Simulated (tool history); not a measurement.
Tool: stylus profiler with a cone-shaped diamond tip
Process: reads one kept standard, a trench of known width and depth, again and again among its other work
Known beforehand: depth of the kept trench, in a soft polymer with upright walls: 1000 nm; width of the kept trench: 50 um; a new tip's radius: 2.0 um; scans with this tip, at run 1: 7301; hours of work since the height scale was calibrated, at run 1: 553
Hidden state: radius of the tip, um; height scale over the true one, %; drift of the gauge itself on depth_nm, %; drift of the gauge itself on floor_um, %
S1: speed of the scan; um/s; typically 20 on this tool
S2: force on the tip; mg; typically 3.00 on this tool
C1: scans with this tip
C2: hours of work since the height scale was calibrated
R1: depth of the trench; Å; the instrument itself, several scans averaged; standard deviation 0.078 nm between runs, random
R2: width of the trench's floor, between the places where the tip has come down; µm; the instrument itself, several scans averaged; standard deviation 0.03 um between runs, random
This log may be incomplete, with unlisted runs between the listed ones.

Run 1, day 0.000: usual settings; C1 7301; C2 553. Result: R1 10096.4 Å, R2 45.29 µm.
Run 2, day 3.062: usual settings; C1 7817; C2 592. Result: R1 10099.0 Å, R2 45.21 µm.
Run 3, day 6.171: usual settings; C1 8341; C2 632. Result: R1 10097.7 Å, R2 45.18 µm.
Run 4, day 8.704: usual settings; C1 8769; C2 664. Result: R1 10099.6 Å, R2 45.13 µm.
Run 5, day 11.442: usual settings; C1 9231; C2 699. Result: R1 10099.3 Å, R2 45.04 µm.
Run 6, day 13.483: usual settings; C1 9575; C2 725. Result: R1 10101.0 Å, R2 45.00 µm.
Run 7, day 17.250: usual settings; C1 10210; C2 773. Result: R1 10099.9 Å, R2 44.93 µm.
Run 8, day 19.475: usual settings but S1 30 um/s; C1 10586; C2 802. Result: R1 10101.6 Å, R2 44.89 µm.
Run 9, day 22.054: usual settings but S1 30 um/s; C1 11021; C2 835. Result: R1 10100.9 Å, R2 44.74 µm.
Run 10, day 24.529: usual settings but S1 30 um/s; C1 11438; C2 866. Result: R1 10101.9 Å, R2 44.74 µm.
Run 11, day 26.938: usual settings but S1 30 um/s; C1 11845; C2 897. Result: R1 10101.9 Å, R2 44.71 µm.
Run 12, day 30.954: usual settings; C1 12522; C2 948. Result: R1 10102.7 Å, R2 44.60 µm.
Run 13, day 35.067: usual settings; C1 13215; C2 1001. Result: R1 10105.7 Å, R2 44.50 µm.
Run 14, day 39.083: usual settings; C1 13893; C2 1052. Result: R1 10103.4 Å, R2 44.47 µm.
Run 15, day 41.979: usual settings; C1 14382; C2 1089. Result: R1 10104.6 Å, R2 44.39 µm.
Run 16, day 45.583: usual settings but S1 24 um/s; C1 14989; C2 1135. Result: R1 10106.1 Å, R2 44.34 µm.
Run 17, day 47.271: usual settings but S1 24 um/s; C1 15274; C2 1157. Result: R1 10105.4 Å, R2 44.26 µm.
Run 18, day 49.975: usual settings but S1 24 um/s; C1 15730; C2 1191. Result: R1 10105.6 Å, R2 44.25 µm.
Run 19, day 52.925: usual settings but S1 24 um/s; C1 16228; C2 1229. Result: R1 10107.0 Å, R2 44.22 µm.
Run 20, day 55.858: usual settings but S1 24 um/s; C1 16722; C2 1267. Result: R1 10105.8 Å, R2 44.14 µm.
At day 56.179: height scale calibrated on a step standard.
Run 21, day 58.571: usual settings but S1 24 um/s; C1 17177; C2 31. Result: R1 10116.8 Å, R2 44.05 µm.
Run 22, day 62.417: usual settings but S2 3.96 mg; C1 17825; C2 80. Result: R1 10134.7 Å, R2 44.04 µm.
At day 63.279: height scale calibrated on a step standard, once more.
Run 23, day 65.400: usual settings but S2 3.96 mg; C1 18325; C2 27. Result: R1 10106.1 Å, R2 43.96 µm.
Run 24, day 69.517: usual settings but S1 19 um/s, S2 2.57 mg; C1 19019; C2 80. Result: R1 10080.8 Å, R2 43.89 µm.
Run 25, day 73.658: usual settings but S1 19 um/s, S2 2.57 mg; C1 19718; C2 133. Result: R1 10080.3 Å, R2 43.82 µm.
Run 26, day 76.583: usual settings but S1 6 um/s, S2 1.18 mg; C1 20211; C2 170. Result: R1 10050.8 Å, R2 43.81 µm.
Run 27, day 78.321: usual settings but S1 6 um/s, S2 1.18 mg; C1 20504; C2 192. Result: R1 10049.6 Å, R2 43.73 µm.
Run 28, day 80.575: usual settings but S1 6 um/s, S2 1.18 mg; C1 20885; C2 221. Result: R1 10050.8 Å, R2 43.75 µm.
Run 29, day 82.904: usual settings but S2 4.88 mg; C1 21278; C2 251. Result: R1 10124.9 Å, R2 43.62 µm.
Run 30, day 85.929: usual settings but S1 28 um/s, S2 6.16 mg; C1 21788; C2 289. Result: R1 10144.2 Å, R2 43.60 µm.
Run 31, day 87.738: usual settings but S1 28 um/s, S2 6.16 mg; C1 22093; C2 312. Result: R1 10144.5 Å, R2 43.51 µm.
Run 32, day 90.212: usual settings but S1 17 um/s, S2 1.20 mg; C1 22511; C2 344. Result: R1 10052.7 Å, R2 43.41 µm.
Run 33, day 92.679: usual settings but S1 52 um/s, S2 7.53 mg; C1 22927; C2 376. Result: R1 10166.0 Å, R2 43.44 µm.
Run 34, day 95.542: usual settings but S1 8 um/s, S2 1.18 mg; C1 23409; C2 412. Result: R1 10054.4 Å, R2 43.42 µm.
Run 35, day 98.596: usual settings but S1 22 um/s, S2 1.63 mg; C1 23924; C2 451. Result: R1 10065.7 Å, R2 43.24 µm.
Run 36, day 102.142: usual settings but S1 29 um/s, S2 1.66 mg; C1 24522; C2 497. Result: R1 10066.5 Å, R2 43.19 µm.
Run 37, day 105.146: usual settings but S1 18 um/s, S2 1.34 mg; C1 25029; C2 535. Result: R1 10060.3 Å, R2 43.19 µm.
Run 38, day 107.867: usual settings but S1 54 um/s, S2 2.16 mg; C1 25488; C2 570. Result: R1 10078.4 Å, R2 42.99 µm.
Run 39, day 111.712: usual settings but S1 54 um/s, S2 7.01 mg; C1 26136; C2 619. Result: R1 10161.0 Å, R2 43.12 µm.
At day 114.892: new tip fitted, height scale calibrated.
Run 40, day 115.325: usual settings but S1 54 um/s, S2 7.01 mg; C1 73; C2 6. Result: R1 10151.4 Å, R2 46.46 µm.
Run 41, day 119.479: usual settings but S1 54 um/s, S2 7.01 mg; C1 774; C2 59. Result: R1 10150.1 Å, R2 46.35 µm.
Run 42, day 123.404: usual settings but S1 34 um/s, S2 7.01 mg; C1 1436; C2 109. Result: R1 10150.1 Å, R2 46.18 µm.
Run 43, day 125.300: usual settings but S1 14 um/s, S2 8.21 mg; C1 1756; C2 133. Result: R1 10167.4 Å, R2 46.24 µm.
Run 44, day 129.179: usual settings but S2 3.47 mg; C1 2410; C2 183. Result: R1 10096.7 Å, R2 46.09 µm.
Run 45, day 132.667: usual settings but S1 12 um/s, S2 7.28 mg; C1 2998; C2 227. Result: R1 10156.7 Å, R2 46.03 µm.
Run 46, day 136.042: usual settings but S2 4.09 mg; C1 3567; C2 270. Result: R1 10108.2 Å, R2 45.83 µm.

Pick out some run-to-run changes in R1. Of each, how much would a tool without hidden state show as well, from the settings, what came in and chance, and how much is left for the hidden state and any gauge scatter not in both results compared?
Run 20 -> 21: height scale calibrated on a step standard. R1 +11.0 Å: hidden state +9.1, all else +1.9.
Run 22 -> 23: height scale calibrated on a step standard, once more. R1 -28.6 Å: hidden state -28.9, all else +0.3.
Run 31 -> 32: S1 28 -> 17, S2 6.16 -> 1.20. R1 -91.8 Å: hidden state +0.4, all else -92.2.
Run 32 -> 33: S1 17 -> 52, S2 1.20 -> 7.53. R1 +113.3 Å: hidden state +0.4, all else +112.9.
Run 33 -> 34: S1 52 -> 8, S2 7.53 -> 1.18. R1 -111.6 Å: hidden state +0.5, all else -112.1.
Run 39 -> 40: new tip fitted, height scale calibrated. R1 -9.6 Å: hidden state -12.1, all else +2.5.
